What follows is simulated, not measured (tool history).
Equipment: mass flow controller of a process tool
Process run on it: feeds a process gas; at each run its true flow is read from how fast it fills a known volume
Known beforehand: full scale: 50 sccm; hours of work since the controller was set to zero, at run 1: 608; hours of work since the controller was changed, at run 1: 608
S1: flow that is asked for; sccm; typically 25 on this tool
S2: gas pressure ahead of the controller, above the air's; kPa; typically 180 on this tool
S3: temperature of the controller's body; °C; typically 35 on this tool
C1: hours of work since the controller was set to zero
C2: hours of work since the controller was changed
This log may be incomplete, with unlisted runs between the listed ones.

{"run": 1, "hour": 0.0, "S1": 25, "S2": 180, "S3": 35, "C1": 608, "C2": 608, "true flow (%)": 99.61}
{"run": 2, "hour": 41.1, "S1": 8, "S2": 180, "S3": 35, "C1": 621, "C2": 621, "true flow (%)": 99.75}
{"run": 3, "hour": 75.9, "S1": 25, "S2": 232, "S3": 35, "C1": 631, "C2": 631, "true flow (%)": 99.42}
{"run": 4, "hour": 138.1, "S1": 25, "S2": 180, "S3": 35, "C1": 650, "C2": 650, "true flow (%)": 99.69}
{"run": 5, "hour": 192.9, "S1": 20, "S2": 180, "S3": 35, "C1": 667, "C2": 667, "true flow (%)": 99.61}
{"run": 6, "hour": 249.4, "S1": 25, "S2": 180, "S3": 35, "C1": 684, "C2": 684, "true flow (%)": 99.66}
{"run": 7, "hour": 297.9, "S1": 25, "S2": 180, "S3": 35, "C1": 699, "C2": 699, "true flow (%)": 99.74}
{"run": 8, "hour": 372.6, "S1": 25, "S2": 180, "S3": 35, "C1": 722, "C2": 722, "true flow (%)": 99.61}
{"run": 9, "hour": 438.4, "S1": 29, "S2": 180, "S3": 35, "C1": 742, "C2": 742, "true flow (%)": 99.67}
{"run": 10, "hour": 480.6, "S1": 37, "S2": 254, "S3": 36, "C1": 755, "C2": 755, "true flow (%)": 99.74}
{"run": 11, "hour": 521.4, "S1": 27, "S2": 149, "S3": 23, "C1": 768, "C2": 768, "true flow (%)": 99.78}
{"run": 12, "hour": 575.3, "S1": 27, "S2": 149, "S3": 23, "C1": 784, "C2": 784, "true flow (%)": 99.52}
{"run": 13, "hour": 616.4, "S1": 27, "S2": 149, "S3": 23, "C1": 797, "C2": 797, "true flow (%)": 99.55}
{"run": 14, "hour": 667.9, "S1": 29, "S2": 163, "S3": 23, "C1": 813, "C2": 813, "true flow (%)": 99.59}
{"run": 15, "hour": 740.7, "S1": 25, "S2": 275, "S3": 35, "C1": 835, "C2": 835, "true flow (%)": 99.51}
{"run": 16, "hour": 797.2, "S1": 25, "S2": 275, "S3": 29, "C1": 852, "C2": 852, "true flow (%)": 99.35}
{"run": 17, "hour": 836.9, "S1": 25, "S2": 275, "S3": 29, "C1": 864, "C2": 864, "true flow (%)": 99.26}

Predict each of these 3 candidate next runs independently; none follows another, all start after run 17:
{"run": "A", "hour": 915.9, "S1": 16, "S2": 201, "S3": 36, "C1": 889, "C2": 889, "true flow (%)": "?"}
{"run": "B", "hour": 915.9, "S1": 13, "S2": 143, "S3": 28, "C1": 889, "C2": 889, "true flow (%)": "?"}
{"run": "C", "hour": 915.9, "S1": 29, "S2": 226, "S3": 24, "C1": 889, "C2": 889, "true flow (%)": "?"}

run=A true_flow_(%)=99.64
run=B true_flow_(%)=99.77
run=C true_flow_(%)=99.32
What these runs would have given with no unlogged condition in the tool:
run=A true_flow_(%)=99.10
run=B true_flow_(%)=99.08
run=C true_flow_(%)=99.05
